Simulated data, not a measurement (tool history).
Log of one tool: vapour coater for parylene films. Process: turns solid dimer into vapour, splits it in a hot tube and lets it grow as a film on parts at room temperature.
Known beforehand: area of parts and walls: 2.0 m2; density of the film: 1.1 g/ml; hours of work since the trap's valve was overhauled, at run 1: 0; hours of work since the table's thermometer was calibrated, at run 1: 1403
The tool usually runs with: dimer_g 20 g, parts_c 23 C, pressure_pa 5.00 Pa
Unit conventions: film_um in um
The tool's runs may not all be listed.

| run | hour | dimer_g | parts_c | pressure_pa | hours of work since the trap's valve was overhauled | hours of work since the table's thermometer was calibrated | film_um |
|---|---|---|---|---|---|---|---|
| 1 | 0.0 | 20 | 23 | 5.00 | 0 | 1403 | 4.44 |
| 2 | 28.5 | 9 | 23 | 5.00 | 24 | 1427 | 1.93 |
| 3 | 80.2 | 9 | 23 | 5.00 | 67 | 1471 | 1.98 |
| 4 | 117.5 | 9 | 23 | 5.00 | 98 | 1502 | 1.93 |
| 5 | 169.4 | 9 | 23 | 5.00 | 142 | 1545 | 1.99 |
| 6 | 231.8 | 20 | 23 | 5.00 | 194 | 1598 | 4.26 |
| 7 | 282.1 | 32 | 23 | 5.00 | 236 | 1640 | 6.71 |
| 8 | 319.2 | 32 | 23 | 5.00 | 267 | 1671 | 6.62 |
| 9 | 349.6 | 20 | 33 | 5.00 | 293 | 1696 | 3.13 |
| 10 | 378.6 | 20 | 33 | 5.00 | 317 | 1721 | 3.13 |
| 11 | 430.1 | 20 | 33 | 5.00 | 360 | 1764 | 3.13 |
| 12 | 459.6 | 18 | 23 | 5.00 | 385 | 1788 | 3.69 |
| 13 | 520.6 | 18 | 23 | 5.00 | 436 | 1840 | 3.64 |
| 14 | 567.9 | 8 | 23 | 5.00 | 476 | 1879 | 1.59 |
| 15 | 609.3 | 26 | 23 | 5.00 | 510 | 1914 | 5.09 |
| 16 | 646.1 | 26 | 23 | 5.00 | 541 | 1945 | 5.07 |
| 17 | 688.4 | 26 | 23 | 9.08 | 577 | 1980 | 4.80 |
|  | 698.2 | trap's valve overhauled |
| 18 | 755.6 | 20 | 34 | 5.00 | 48 | 2033 | 3.25 |
| 19 | 783.0 | 20 | 34 | 5.00 | 71 | 2056 | 3.25 |
| 20 | 819.8 | 20 | 34 | 5.00 | 102 | 2087 | 3.23 |
| 21 | 878.2 | 30 | 23 | 5.00 | 151 | 2136 | 6.33 |
| 22 | 912.0 | 30 | 23 | 5.00 | 179 | 2164 | 6.37 |
| 23 | 956.5 | 10 | 23 | 3.46 | 216 | 2201 | 2.14 |
| 24 | 982.6 | 24 | 23 | 6.31 | 238 | 2223 | 4.96 |
| 25 | 1020.1 | 9 | 16 | 5.06 | 270 | 2255 | 2.20 |
|  | 1033.6 | table's thermometer calibrated |
| 26 | 1058.9 | 14 | 21 | 2.35 | 301 | 21 | 3.26 |
| 27 | 1101.2 | 17 | 32 | 5.00 | 337 | 57 | 2.77 |
| 28 | 1135.9 | 20 | 23 | 5.00 | 366 | 86 | 4.18 |
| 29 | 1198.7 | 20 | 23 | 5.00 | 418 | 138 | 4.13 |
| 30 | 1251.7 | 20 | 23 | 5.00 | 463 | 183 | 4.10 |
| 31 | 1280.9 | 20 | 23 | 5.00 | 487 | 207 | 4.01 |
| 32 | 1329.5 | 12 | 26 | 4.05 | 528 | 248 | 2.26 |
| 33 | 1378.5 | 14 | 16 | 2.43 | 569 | 289 | 3.41 |
|  | 1397.6 | trap's valve overhauled |
| 34 | 1409.4 | 28 | 30 | 4.03 | 10 | 311 | 5.35 |
| 35 | 1453.8 | 22 | 30 | 7.03 | 47 | 349 | 4.10 |
| 36 | 1513.8 | 22 | 30 | 7.03 | 97 | 399 | 4.02 |
| 37 | 1573.5 | 20 | 23 | 9.91 | 147 | 449 | 4.23 |
| 38 | 1606.6 | 15 | 23 | 5.00 | 175 | 477 | 3.31 |
| 39 | 1640.7 | 15 | 23 | 5.00 | 204 | 505 | 3.27 |
| 40 | 1689.9 | 20 | 19 | 5.00 | 245 | 546 | 4.72 |
| 41 | 1751.5 | 20 | 26 | 9.15 | 296 | 598 | 3.77 |
| 42 | 1806.2 | 20 | 16 | 3.84 | 342 | 644 | 5.10 |
| 43 | 1857.3 | 20 | 16 | 3.84 | 385 | 687 | 5.07 |
| 44 | 1890.5 | 25 | 18 | 5.00 | 413 | 714 | 5.88 |

Describe how what the log doesn't record of the tool's condition differs between the last listed run preceding each entry between runs and the first listed run following it.
Between runs 17 and 18: trap's valve overhauled (hour 698.2)
  vapour lost through the trap's worn valve, %: 13 -> 1.5; true temperature of the parts over the reading, C: 1.45 -> 1.48
  measured value less the no-hidden-state value, film_um: -0.94 -> -0.18 um
Between runs 25 and 26: table's thermometer calibrated (hour 1033.6)
  vapour lost through the trap's worn valve, %: 6.3 -> 6.9; true temperature of the parts over the reading, C: 1.63 -> 0.13
  measured value less the no-hidden-state value, film_um: -0.25 -> -0.25 um
Between runs 33 and 34: trap's valve overhauled (hour 1397.6)
  vapour lost through the trap's worn valve, %: 13 -> 0.4; true temperature of the parts over the reading, C: 0.31 -> 0.33
  measured value less the no-hidden-state value, film_um: -0.55 -> -0.07 um
